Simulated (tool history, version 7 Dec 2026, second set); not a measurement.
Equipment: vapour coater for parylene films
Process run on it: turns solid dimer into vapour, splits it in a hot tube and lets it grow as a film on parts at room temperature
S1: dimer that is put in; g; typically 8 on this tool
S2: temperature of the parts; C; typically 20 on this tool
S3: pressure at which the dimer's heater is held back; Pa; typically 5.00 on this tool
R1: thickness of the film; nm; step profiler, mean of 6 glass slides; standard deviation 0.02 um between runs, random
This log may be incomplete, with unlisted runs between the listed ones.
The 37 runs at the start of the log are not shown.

Run 38, hour 613.8: usual settings but S1 5 g, S3 3.89 Pa. Result: R1 1550 nm.
Run 39, hour 633.1: usual settings but S2 16 C. Result: R1 2640 nm.
Run 40, hour 653.3: usual settings but S1 7 g, S2 16 C, S3 3.81 Pa. Result: R1 2410 nm.
Run 41, hour 666.3: usual settings but S1 13 g, S2 14 C, S3 9.37 Pa. Result: R1 4410 nm.
Run 42, hour 679.6: usual settings but S1 4 g, S2 22 C. Result: R1 1150 nm.
Run 43, hour 701.4: usual settings but S1 10 g, S2 24 C, S3 4.57 Pa. Result: R1 2750 nm.
Run 44, hour 717.5: usual settings but S1 10 g, S2 24 C, S3 4.57 Pa. Result: R1 2760 nm.
Run 45, hour 731.8: usual settings but S1 13 g, S2 18 C, S3 4.57 Pa. Result: R1 4100 nm.
Run 46, hour 741.2: usual settings. Result: R1 2420 nm.

Forecast each of these 3 alternatives for the next run:
Run A, hour 759.4: usual settings but S2 15 C, S3 6.94 Pa. Result: R1 ?.
Run B, hour 759.4: usual settings but S1 3 g, S3 3.71 Pa. Result: R1 ?.
Run C, hour 759.4: usual settings but S1 3 g, S2 13 C, S3 5.64 Pa. Result: R1 ?.

run    R1
  A  2720
  B   890
  C  1100
Had the tool no hidden state, the same runs would have come out as:
run    R1
  A  2730
  B   900
  C  1100
